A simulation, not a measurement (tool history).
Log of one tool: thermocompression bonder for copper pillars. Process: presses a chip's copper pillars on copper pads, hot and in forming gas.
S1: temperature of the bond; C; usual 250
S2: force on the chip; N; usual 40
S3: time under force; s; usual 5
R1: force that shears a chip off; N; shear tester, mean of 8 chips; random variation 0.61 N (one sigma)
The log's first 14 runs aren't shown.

| run | hour | S1 | S2 | S3 | R1 |
|---|---|---|---|---|---|
| 15 | 246.4 | 250 | 40 | 5 | 53.9 |
| 16 | 267.2 | 260 | 40 | 5 | 61.0 |
| 17 | 281.7 | 260 | 40 | 5 | 58.9 |
| 18 | 306.1 | 250 | 59 | 5 | 62.5 |
|  | 309.3 | force cell calibrated |
|  | 311.8 | forming gas filter changed |
| 19 | 323.2 | 250 | 59 | 5 | 63.3 |
|  | 335.0 | heater calibrated with a thermocouple chip |
| 20 | 340.5 | 276 | 40 | 5 | 72.9 |
| 21 | 354.0 | 238 | 34 | 8 | 56.0 |
| 22 | 370.9 | 238 | 34 | 8 | 56.2 |
| 23 | 387.0 | 238 | 34 | 8 | 55.7 |
|  | 393.5 | force cell calibrated, once more |
| 24 | 404.9 | 238 | 34 | 8 | 57.9 |
| 25 | 424.8 | 238 | 34 | 8 | 56.7 |
| 26 | 448.7 | 238 | 34 | 8 | 57.2 |
| 27 | 461.0 | 235 | 43 | 4 | 50.1 |
| 28 | 476.6 | 274 | 25 | 3 | 55.1 |
| 29 | 487.8 | 250 | 50 | 13 | 76.6 |
| 30 | 510.3 | 238 | 40 | 6 | 55.2 |
| 31 | 521.0 | 223 | 38 | 5 | 42.5 |
|  | 530.0 | forming gas filter changed |
| 32 | 544.3 | 236 | 40 | 3 | 44.9 |
| 33 | 562.8 | 268 | 39 | 3 | 63.5 |
| 34 | 574.6 | 233 | 47 | 4 | 50.8 |
| 35 | 591.9 | 233 | 47 | 4 | 52.0 |
| 36 | 612.9 | 220 | 47 | 6 | 49.3 |
| 37 | 629.1 | 220 | 47 | 6 | 48.9 |
| 38 | 648.2 | 220 | 47 | 6 | 48.6 |
| 39 | 666.6 | 276 | 31 | 6 | 69.6 |

3 ways to go on from here, each from the tool as it stands after run 39. What would each give?
| A | 685.6 | 239 | 40 | 5 | ? |
| B | 685.6 | 276 | 25 | 12 | ? |
| C | 685.6 | 227 | 45 | 5 | ? |

| run | R1 |
|---|---|
| A | 54.5 |
| B | 72.8 |
| C | 48.6 |
Without the tool's hidden state the same runs would have given:
| run | R1 |
|---|---|
| A | 57.1 |
| B | 75.5 |
| C | 51.0 |

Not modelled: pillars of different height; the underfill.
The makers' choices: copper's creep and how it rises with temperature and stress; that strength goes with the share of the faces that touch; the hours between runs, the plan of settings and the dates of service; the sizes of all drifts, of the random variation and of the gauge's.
